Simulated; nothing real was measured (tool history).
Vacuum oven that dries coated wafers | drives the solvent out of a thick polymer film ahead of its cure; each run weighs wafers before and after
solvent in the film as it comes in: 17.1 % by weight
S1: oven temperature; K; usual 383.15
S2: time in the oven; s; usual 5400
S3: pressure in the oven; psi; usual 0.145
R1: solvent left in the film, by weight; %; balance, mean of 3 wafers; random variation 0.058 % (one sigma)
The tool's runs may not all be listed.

{"run": 1, "hour": 0.0, "S1": 383.15, "S2": 5400, "S3": 0.145, "R1": 3.04}
{"run": 2, "hour": 72.2, "S1": 383.15, "S2": 5400, "S3": 0.145, "R1": 3.33}
{"run": 3, "hour": 116.9, "S1": 383.15, "S2": 5400, "S3": 0.145, "R1": 3.2}
{"run": 4, "hour": 192.7, "S1": 383.15, "S2": 5400, "S3": 0.145, "R1": 3.24}
{"run": 5, "hour": 237.0, "S1": 383.15, "S2": 5400, "S3": 0.145, "R1": 3.23}
{"run": 6, "hour": 291.2, "S1": 383.15, "S2": 5400, "S3": 0.145, "R1": 3.27}
{"run": 7, "hour": 329.4, "S1": 375.15, "S2": 5400, "S3": 0.145, "R1": 5.61}
{"run": 8, "hour": 367.5, "S1": 375.15, "S2": 5400, "S3": 0.145, "R1": 5.74}
{"run": 9, "hour": 398.1, "S1": 383.15, "S2": 5400, "S3": 0.145, "R1": 3.21}
{"run": 10, "hour": 435.0, "S1": 383.15, "S2": 5400, "S3": 0.145, "R1": 3.27}
{"run": 11, "hour": 491.8, "S1": 383.15, "S2": 5400, "S3": 0.145, "R1": 3.3}
{"run": 12, "hour": 524.4, "S1": 383.15, "S2": 5400, "S3": 0.145, "R1": 3.36}
{"run": 13, "hour": 563.9, "S1": 383.15, "S2": 5400, "S3": 0.145, "R1": 3.4}
{"run": 14, "hour": 599.9, "S1": 383.15, "S2": 5400, "S3": 0.145, "R1": 3.5}
{"run": 15, "hour": 646.2, "S1": 383.15, "S2": 5400, "S3": 0.145, "R1": 3.32}
{"hour": 651.2, "done": "oven's thermocouples calibrated"}
{"run": 16, "hour": 687.3, "S1": 383.15, "S2": 5400, "S3": 0.145, "R1": 3.6}
{"hour": 706.3, "done": "vacuum gauge cleaned of residue and calibrated"}
{"run": 17, "hour": 759.6, "S1": 383.15, "S2": 6120, "S3": 0.145, "R1": 2.94}
{"run": 18, "hour": 824.7, "S1": 383.15, "S2": 5400, "S3": 0.145, "R1": 3.55}
{"run": 19, "hour": 898.3, "S1": 383.15, "S2": 5400, "S3": 0.145, "R1": 3.51}
{"run": 20, "hour": 931.7, "S1": 383.15, "S2": 5400, "S3": 0.145, "R1": 3.53}
{"run": 21, "hour": 1002.7, "S1": 383.15, "S2": 5400, "S3": 0.145, "R1": 3.56}
{"hour": 1034.4, "done": "oven's thermocouples calibrated, once more"}
{"run": 22, "hour": 1049.5, "S1": 383.15, "S2": 3060, "S3": 0.088, "R1": 5.58}
{"run": 23, "hour": 1085.6, "S1": 393.15, "S2": 6780, "S3": 0.557, "R1": 1.22}
{"run": 24, "hour": 1121.3, "S1": 393.15, "S2": 6780, "S3": 0.557, "R1": 1.27}
{"run": 25, "hour": 1196.5, "S1": 393.15, "S2": 6780, "S3": 0.557, "R1": 1.26}
{"run": 26, "hour": 1261.1, "S1": 386.15, "S2": 3000, "S3": 0.557, "R1": 5.87}
{"run": 27, "hour": 1292.7, "S1": 371.15, "S2": 9600, "S3": 0.557, "R1": 5.18}
{"run": 28, "hour": 1361.1, "S1": 392.15, "S2": 3600, "S3": 0.157, "R1": 2.61}
{"run": 29, "hour": 1431.8, "S1": 392.15, "S2": 3600, "S3": 0.157, "R1": 2.72}
{"run": 30, "hour": 1491.4, "S1": 369.15, "S2": 5400, "S3": 0.145, "R1": 7.49}
{"run": 31, "hour": 1555.3, "S1": 375.15, "S2": 5880, "S3": 0.445, "R1": 5.79}
{"run": 32, "hour": 1590.6, "S1": 375.15, "S2": 2760, "S3": 0.445, "R1": 9.23}
{"run": 33, "hour": 1621.8, "S1": 372.15, "S2": 4140, "S3": 0.492, "R1": 8.47}
{"run": 34, "hour": 1670.8, "S1": 398.15, "S2": 5400, "S3": 0.16, "R1": 0.76}
{"run": 35, "hour": 1744.1, "S1": 390.15, "S2": 4980, "S3": 0.441, "R1": 2.5}
{"run": 36, "hour": 1805.1, "S1": 383.15, "S2": 8280, "S3": 0.113, "R1": 1.57}
{"run": 37, "hour": 1868.9, "S1": 383.15, "S2": 3840, "S3": 0.145, "R1": 4.9}
{"run": 38, "hour": 1904.5, "S1": 383.15, "S2": 3840, "S3": 0.145, "R1": 5.07}
{"run": 39, "hour": 1957.7, "S1": 368.15, "S2": 5400, "S3": 0.538, "R1": 8.89}
{"run": 40, "hour": 2003.5, "S1": 394.15, "S2": 3600, "S3": 0.405, "R1": 2.73}
{"run": 41, "hour": 2037.8, "S1": 389.15, "S2": 5940, "S3": 0.57, "R1": 2.41}
{"run": 42, "hour": 2084.3, "S1": 389.15, "S2": 5940, "S3": 0.57, "R1": 2.41}

Forecast each of these 4 alternatives for the next run:
{"run": "A", "hour": 2136.8, "S1": 383.15, "S2": 6480, "S3": 0.145, "R1": "?"}
{"run": "B", "hour": 2136.8, "S1": 393.15, "S2": 5940, "S3": 0.57, "R1": "?"}
{"run": "C", "hour": 2136.8, "S1": 378.15, "S2": 5940, "S3": 0.373, "R1": "?"}
{"run": "D", "hour": 2136.8, "S1": 389.15, "S2": 5940, "S3": 0.11, "R1": "?"}

run=A R1=2.65
run=B R1=1.74
run=C R1=4.92
run=D R1=1.64
Without the tool's hidden state the same runs would have given:
run=A R1=2.23
run=B R1=1.5
run=C R1=4.39
run=D R1=1.33
